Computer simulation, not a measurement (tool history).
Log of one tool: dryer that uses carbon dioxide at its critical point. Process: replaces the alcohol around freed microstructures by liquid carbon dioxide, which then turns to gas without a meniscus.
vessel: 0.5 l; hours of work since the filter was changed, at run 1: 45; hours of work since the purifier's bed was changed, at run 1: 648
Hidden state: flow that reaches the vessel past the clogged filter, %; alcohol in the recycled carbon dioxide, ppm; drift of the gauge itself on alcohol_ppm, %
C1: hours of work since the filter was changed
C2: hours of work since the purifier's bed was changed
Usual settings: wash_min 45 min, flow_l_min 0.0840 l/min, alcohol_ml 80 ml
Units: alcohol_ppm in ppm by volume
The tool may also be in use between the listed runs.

{"run": 1, "hour": 0.0, "wash_min": 45, "flow_l_min": 0.084, "alcohol_ml": 80, "C1": 45, "C2": 648, "alcohol_ppm": 367}
{"run": 2, "hour": 47.4, "wash_min": 45, "flow_l_min": 0.084, "alcohol_ml": 80, "C1": 69, "C2": 672, "alcohol_ppm": 380}
{"run": 3, "hour": 109.7, "wash_min": 45, "flow_l_min": 0.084, "alcohol_ml": 80, "C1": 100, "C2": 703, "alcohol_ppm": 367}
{"run": 4, "hour": 154.5, "wash_min": 30, "flow_l_min": 0.084, "alcohol_ml": 80, "C1": 123, "C2": 726, "alcohol_ppm": 2609}
{"run": 5, "hour": 185.5, "wash_min": 30, "flow_l_min": 0.084, "alcohol_ml": 80, "C1": 138, "C2": 741, "alcohol_ppm": 2657}
{"run": 6, "hour": 222.4, "wash_min": 45, "flow_l_min": 0.084, "alcohol_ml": 80, "C1": 157, "C2": 760, "alcohol_ppm": 400}
{"run": 7, "hour": 286.9, "wash_min": 45, "flow_l_min": 0.084, "alcohol_ml": 52, "C1": 189, "C2": 792, "alcohol_ppm": 284}
{"run": 8, "hour": 357.3, "wash_min": 63, "flow_l_min": 0.084, "alcohol_ml": 80, "C1": 225, "C2": 827, "alcohol_ppm": 100}
{"run": 9, "hour": 389.9, "wash_min": 63, "flow_l_min": 0.084, "alcohol_ml": 80, "C1": 241, "C2": 844, "alcohol_ppm": 107}
{"run": 10, "hour": 440.3, "wash_min": 63, "flow_l_min": 0.084, "alcohol_ml": 80, "C1": 266, "C2": 869, "alcohol_ppm": 107}
{"run": 11, "hour": 492.0, "wash_min": 63, "flow_l_min": 0.084, "alcohol_ml": 80, "C1": 292, "C2": 895, "alcohol_ppm": 102}
{"run": 12, "hour": 526.4, "wash_min": 45, "flow_l_min": 0.084, "alcohol_ml": 25, "C1": 310, "C2": 913, "alcohol_ppm": 189}
{"run": 13, "hour": 558.9, "wash_min": 45, "flow_l_min": 0.084, "alcohol_ml": 80, "C1": 326, "C2": 929, "alcohol_ppm": 439}
{"run": 14, "hour": 606.0, "wash_min": 45, "flow_l_min": 0.084, "alcohol_ml": 80, "C1": 350, "C2": 952, "alcohol_ppm": 457}
{"run": 15, "hour": 647.3, "wash_min": 45, "flow_l_min": 0.084, "alcohol_ml": 80, "C1": 370, "C2": 973, "alcohol_ppm": 455}
{"run": 16, "hour": 718.2, "wash_min": 45, "flow_l_min": 0.084, "alcohol_ml": 80, "C1": 406, "C2": 1009, "alcohol_ppm": 463}
{"run": 17, "hour": 771.9, "wash_min": 45, "flow_l_min": 0.084, "alcohol_ml": 80, "C1": 433, "C2": 1036, "alcohol_ppm": 470}
{"run": 18, "hour": 813.4, "wash_min": 51, "flow_l_min": 0.0879, "alcohol_ml": 47, "C1": 454, "C2": 1057, "alcohol_ppm": 161}
{"run": 19, "hour": 872.5, "wash_min": 51, "flow_l_min": 0.0879, "alcohol_ml": 47, "C1": 484, "C2": 1086, "alcohol_ppm": 170}
{"run": 20, "hour": 903.8, "wash_min": 51, "flow_l_min": 0.0879, "alcohol_ml": 47, "C1": 499, "C2": 1102, "alcohol_ppm": 175}
{"run": 21, "hour": 951.8, "wash_min": 45, "flow_l_min": 0.0773, "alcohol_ml": 85, "C1": 523, "C2": 1126, "alcohol_ppm": 749}
{"run": 22, "hour": 1011.0, "wash_min": 39, "flow_l_min": 0.1069, "alcohol_ml": 87, "C1": 553, "C2": 1156, "alcohol_ppm": 343}
{"run": 23, "hour": 1056.0, "wash_min": 61, "flow_l_min": 0.102, "alcohol_ml": 80, "C1": 576, "C2": 1179, "alcohol_ppm": 108}
{"run": 24, "hour": 1090.8, "wash_min": 45, "flow_l_min": 0.084, "alcohol_ml": 49, "C1": 593, "C2": 1196, "alcohol_ppm": 359}
{"hour": 1101.7, "done": "inlet filter changed"}
{"run": 25, "hour": 1126.7, "wash_min": 45, "flow_l_min": 0.084, "alcohol_ml": 49, "C1": 13, "C2": 1214, "alcohol_ppm": 293}
{"hour": 1179.1, "done": "purifier's bed changed"}
{"run": 26, "hour": 1179.1, "wash_min": 44, "flow_l_min": 0.0776, "alcohol_ml": 23, "C1": 37, "C2": 0, "alcohol_ppm": 168}
{"run": 27, "hour": 1248.5, "wash_min": 44, "flow_l_min": 0.0776, "alcohol_ml": 23, "C1": 72, "C2": 35, "alcohol_ppm": 181}
{"run": 28, "hour": 1310.8, "wash_min": 44, "flow_l_min": 0.0776, "alcohol_ml": 23, "C1": 104, "C2": 66, "alcohol_ppm": 181}
{"run": 29, "hour": 1355.5, "wash_min": 44, "flow_l_min": 0.0776, "alcohol_ml": 23, "C1": 126, "C2": 89, "alcohol_ppm": 170}
{"run": 30, "hour": 1405.4, "wash_min": 44, "flow_l_min": 0.0776, "alcohol_ml": 23, "C1": 151, "C2": 114, "alcohol_ppm": 187}
{"run": 31, "hour": 1436.4, "wash_min": 45, "flow_l_min": 0.0584, "alcohol_ml": 44, "C1": 167, "C2": 129, "alcohol_ppm": 1223}
{"run": 32, "hour": 1494.3, "wash_min": 34, "flow_l_min": 0.1209, "alcohol_ml": 44, "C1": 196, "C2": 158, "alcohol_ppm": 138}
{"run": 33, "hour": 1530.8, "wash_min": 34, "flow_l_min": 0.1209, "alcohol_ml": 75, "C1": 214, "C2": 177, "alcohol_ppm": 221}
{"run": 34, "hour": 1577.8, "wash_min": 34, "flow_l_min": 0.1209, "alcohol_ml": 75, "C1": 238, "C2": 200, "alcohol_ppm": 221}

The same runs without the tool's hidden state, with the same run-to-run variation:
run=1 alcohol_ppm=305
run=2 alcohol_ppm=311
run=3 alcohol_ppm=294
run=4 alcohol_ppm=2424
run=5 alcohol_ppm=2452
run=6 alcohol_ppm=307
run=7 alcohol_ppm=198
run=8 alcohol_ppm=30
run=9 alcohol_ppm=35
run=10 alcohol_ppm=32
run=11 alcohol_ppm=23
run=12 alcohol_ppm=98
run=13 alcohol_ppm=302
run=14 alcohol_ppm=310
run=15 alcohol_ppm=306
run=16 alcohol_ppm=300
run=17 alcohol_ppm=300
run=18 alcohol_ppm=57
run=19 alcohol_ppm=64
run=20 alcohol_ppm=65
run=21 alcohol_ppm=502
run=22 alcohol_ppm=179
run=23 alcohol_ppm=13
run=24 alcohol_ppm=190
run=25 alcohol_ppm=190
run=26 alcohol_ppm=160
run=27 alcohol_ppm=166
run=28 alcohol_ppm=162
run=29 alcohol_ppm=147
run=30 alcohol_ppm=159
run=31 alcohol_ppm=1109
run=32 alcohol_ppm=108
run=33 alcohol_ppm=177
run=34 alcohol_ppm=171

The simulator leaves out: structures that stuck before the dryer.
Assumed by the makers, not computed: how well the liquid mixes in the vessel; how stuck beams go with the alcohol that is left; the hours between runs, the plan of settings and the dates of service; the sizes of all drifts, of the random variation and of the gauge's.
